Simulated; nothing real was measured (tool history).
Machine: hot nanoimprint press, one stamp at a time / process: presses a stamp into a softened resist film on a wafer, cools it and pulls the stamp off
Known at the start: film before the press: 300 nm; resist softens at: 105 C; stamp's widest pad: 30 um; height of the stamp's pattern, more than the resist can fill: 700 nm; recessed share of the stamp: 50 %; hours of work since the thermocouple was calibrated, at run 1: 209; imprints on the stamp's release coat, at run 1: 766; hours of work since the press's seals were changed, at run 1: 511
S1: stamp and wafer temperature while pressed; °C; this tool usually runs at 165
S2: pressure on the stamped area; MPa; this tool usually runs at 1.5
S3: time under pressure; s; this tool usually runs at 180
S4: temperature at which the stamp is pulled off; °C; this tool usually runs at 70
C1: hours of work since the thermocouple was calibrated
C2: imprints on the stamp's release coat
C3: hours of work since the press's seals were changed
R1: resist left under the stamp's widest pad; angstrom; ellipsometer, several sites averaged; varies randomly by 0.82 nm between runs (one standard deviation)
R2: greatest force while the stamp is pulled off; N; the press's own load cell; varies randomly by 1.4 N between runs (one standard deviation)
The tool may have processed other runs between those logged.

run   hour   S1   S2   S3  S4   C1    C2   C3    R1   R2
  1      0  165  1.5  180  70  209   766  511  1706  153
  2   33.2  165  1.5  180  70  234   859  536  1707  154
  3   85.3  165  1.5  180  70  274  1004  576  1691  156
     112.6  -- stamp cleaned and given a new release coat
     129.6  -- plate thermocouple calibrated
  4  144.6  165  1.5  180  70   11    80  614  1610  146
  5  184.8  165  1.5  180  70   42   193  644  1592  146
  6  221.5  165  1.5  180  70   70   295  672  1607  145
  7  256.4  165  1.5  180  70   96   392  699  1600  149
  8  290.2  165  1.5  303  70  122   486  725  1331  148

Forecast run 9:
  9  334.7  165  1.5  303  70  156  610  758   ?   ?

R1: 1342 angstrom
R2: 149 N
Without the tool's hidden state the same run would have given R1 1511 angstrom, R2 144 N.
